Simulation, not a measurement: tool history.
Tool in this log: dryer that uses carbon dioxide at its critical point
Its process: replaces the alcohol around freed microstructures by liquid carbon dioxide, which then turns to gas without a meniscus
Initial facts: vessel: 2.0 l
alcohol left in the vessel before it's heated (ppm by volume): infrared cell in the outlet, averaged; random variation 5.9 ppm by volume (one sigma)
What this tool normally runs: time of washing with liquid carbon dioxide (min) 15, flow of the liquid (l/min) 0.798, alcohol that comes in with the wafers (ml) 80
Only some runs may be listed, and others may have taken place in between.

| run | hour | time of washing with liquid carbon dioxide (min) | flow of the liquid (l/min) | alcohol that comes in with the wafers (ml) | alcohol left in the vessel before it's heated (ppm by volume) |
|---|---|---|---|---|---|
| 1 | 0 | 15 | 0.798 | 80 | 254 |
| 2 | 37.7 | 15 | 0.798 | 80 | 259 |
| 3 | 67.8 | 15 | 0.798 | 80 | 271 |
| 4 | 85.2 | 16 | 0.798 | 80 | 187 |
| 5 | 117.8 | 15 | 0.798 | 80 | 268 |
| 6 | 143.1 | 15 | 0.798 | 80 | 289 |
| 7 | 162.7 | 15 | 0.798 | 80 | 283 |
| 8 | 183.4 | 15 | 0.798 | 80 | 279 |
| 9 | 216.1 | 15 | 0.798 | 113 | 393 |
| 10 | 242.1 | 15 | 0.798 | 113 | 404 |
| 11 | 259.2 | 15 | 0.491 | 80 | 1893 |
| 12 | 285.9 | 15 | 0.491 | 80 | 1866 |
| 13 | 310.6 | 15 | 0.491 | 80 | 1924 |
| 14 | 341.1 | 15 | 0.491 | 80 | 1934 |
| 15 | 372.6 | 15 | 0.798 | 80 | 315 |
| 16 | 409.9 | 15 | 0.798 | 80 | 323 |
| 17 | 430.7 | 15 | 0.881 | 66 | 163 |
| 18 | 462.6 | 15 | 0.881 | 66 | 177 |
| 19 | 493.6 | 14 | 0.877 | 66 | 259 |
| 20 | 521.8 | 14 | 0.877 | 66 | 253 |
| 21 | 546 | 15 | 0.798 | 80 | 343 |
| 22 | 576.3 | 15 | 0.798 | 80 | 341 |
| 23 | 608 | 21 | 1.162 | 44 | 19 |
| 24 | 637.8 | 21 | 0.815 | 27 | 29 |
| 25 | 673.5 | 21 | 1.161 | 31 | 21 |
| 26 | 689.3 | 14 | 0.798 | 49 | 321 |
| 27 | 717.7 | 15 | 0.513 | 83 | 2044 |
| 28 | 733.1 | 18 | 0.503 | 69 | 989 |
| 29 | 770.1 | 21 | 1.02 | 104 | 32 |
| 30 | 793.3 | 12 | 1.02 | 43 | 206 |
| 31 | 814.5 | 12 | 1.02 | 43 | 204 |
| 32 | 831.6 | 22 | 0.973 | 29 | 27 |

A few steps of alcohol left in the vessel before it's heated (ppm by volume) between consecutive runs. Split each: what settings, incoming material and random variation would produce without the hidden state, and what is left over for the hidden state, along with gauge scatter present in only one of the two compared results (measured, and without hidden state):
The hidden state here: flow that reaches the vessel past the clogged filter, %; alcohol in the recycled carbon dioxide, ppm; drift of the gauge itself on alcohol_ppm, %.
Run 10 -> 11: flow of the liquid (l/min) 0.798 -> 0.491, alcohol that comes in with the wafers (ml) 113 -> 80. alcohol left in the vessel before it's heated (ppm by volume) +1489: hidden state +218, all else +1271.
Run 14 -> 15: flow of the liquid (l/min) 0.491 -> 0.798. alcohol left in the vessel before it's heated (ppm by volume) -1619: hidden state -276, all else -1343.
Run 26 -> 27: time of washing with liquid carbon dioxide (min) 14 -> 15, flow of the liquid (l/min) 0.798 -> 0.513, alcohol that comes in with the wafers (ml) 49 -> 83. alcohol left in the vessel before it's heated (ppm by volume) +1723: hidden state +482, all else +1241.
Run 28 -> 29: time of washing with liquid carbon dioxide (min) 18 -> 21, flow of the liquid (l/min) 0.503 -> 1.02, alcohol that comes in with the wafers (ml) 69 -> 104. alcohol left in the vessel before it's heated (ppm by volume) -957: hidden state -322, all else -635.

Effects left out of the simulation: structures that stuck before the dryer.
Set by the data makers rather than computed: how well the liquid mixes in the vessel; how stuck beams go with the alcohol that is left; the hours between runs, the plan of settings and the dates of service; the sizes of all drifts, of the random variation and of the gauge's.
